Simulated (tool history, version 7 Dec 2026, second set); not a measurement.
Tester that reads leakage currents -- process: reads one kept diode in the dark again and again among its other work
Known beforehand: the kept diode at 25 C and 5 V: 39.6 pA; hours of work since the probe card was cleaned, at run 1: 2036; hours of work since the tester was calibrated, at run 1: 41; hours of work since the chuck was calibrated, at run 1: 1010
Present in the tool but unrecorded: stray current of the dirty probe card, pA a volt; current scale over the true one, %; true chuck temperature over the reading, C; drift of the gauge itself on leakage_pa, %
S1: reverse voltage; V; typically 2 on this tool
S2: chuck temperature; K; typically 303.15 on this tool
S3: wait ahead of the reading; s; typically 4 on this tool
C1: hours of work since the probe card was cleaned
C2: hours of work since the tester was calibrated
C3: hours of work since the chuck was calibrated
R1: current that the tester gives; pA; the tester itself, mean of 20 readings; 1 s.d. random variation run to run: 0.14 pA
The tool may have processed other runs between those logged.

run   hour     S1      S2    S3    C1   C2    C3      R1
  1      0      2  303.15     4  2036   41  1010   45.79
  2   18.3      2  303.15     4  2048   53  1023      46
  3   51.4      2  303.15     4  2070   75  1044   45.95
  4   79.1      2  303.15     4  2088   93  1063   45.76
  5   98.5      2  303.15     4  2101  106  1075      46
  6  113.3      2  303.15     4  2110  116  1085   45.84
  7  133.6      2  303.15     4  2124  129  1099   45.83
  8  148.1   1.06  303.15     4  2133  139  1108    35.4
  9  176.8   1.06  303.15     4  2152  158  1127   35.21
 10  197.5      2  303.15     4  2166  171  1141   46.27
 11  211.6      2  303.15     4  2175  180  1150   46.08
     216.7  -- probe card cleaned and baked
 12    228  16.45  303.15     4     7  189  1159  116.22
 13  244.1      2  303.15     4    18  200  1169   46.35
 14    276      2  303.15     4    39  221  1191   46.48
 15  303.9      2  309.15     4    57  239  1209   76.87
 16  331.2      2  303.15     4    75  257  1227    46.4
 17  351.3      2  303.15     4    89  271  1240   46.55
 18  373.8      2  303.15     4   104  285  1255   46.61
 19  393.5      2  303.15     4   117  298  1268   46.75
     416.2  -- probe card cleaned and baked, once more
 20  426.7      2  304.15     4     7  318  1288    49.6
 21  451.2   2.11  299.15     4    23  335  1304    32.7
 22  470.8   14.1  311.15  0.41    36  347  1317  200.04
 23  490.8      2  312.15  1.84    49  361  1330   97.08
 24  519.5      2  331.15  1.01    68  380  1349  424.18
 25  533.7      2  331.15  1.75    77  389  1358   422.1
 26  548.6      2  331.15   7.8    87  399  1368  421.24
 27  575.3      2  331.15   7.8   105  416  1386  418.89
 28  601.5      4  294.15     4   122  434  1403   27.39
 29  621.2   4.58  303.15  0.43   135  447  1416   65.08
 30  646.9   4.58  303.15  0.43   152  464  1433   65.02
 31  665.9      2  308.15  0.94   165  476  1446   70.61
 32  683.2   9.12  294.15     4   176  488  1457   38.71
 33  696.6   1.26  315.15  1.09   185  496  1466  103.46
 34  715.7   4.69  315.15  0.59   198  509  1479  176.58
 35  734.4   4.69  331.15  0.59   210  521  1491  600.12
 36    767   4.69  331.15  0.59   231  543  1512  603.57

The next listed run, before its measurement:
 37  794.4   2  296.15  1.41  249  561  1530   ?

Run 37 produced R1 24.96 pA.
With the hidden condition absent and the run-to-run variation left alone, this run would have shown R1 22.9 pA.
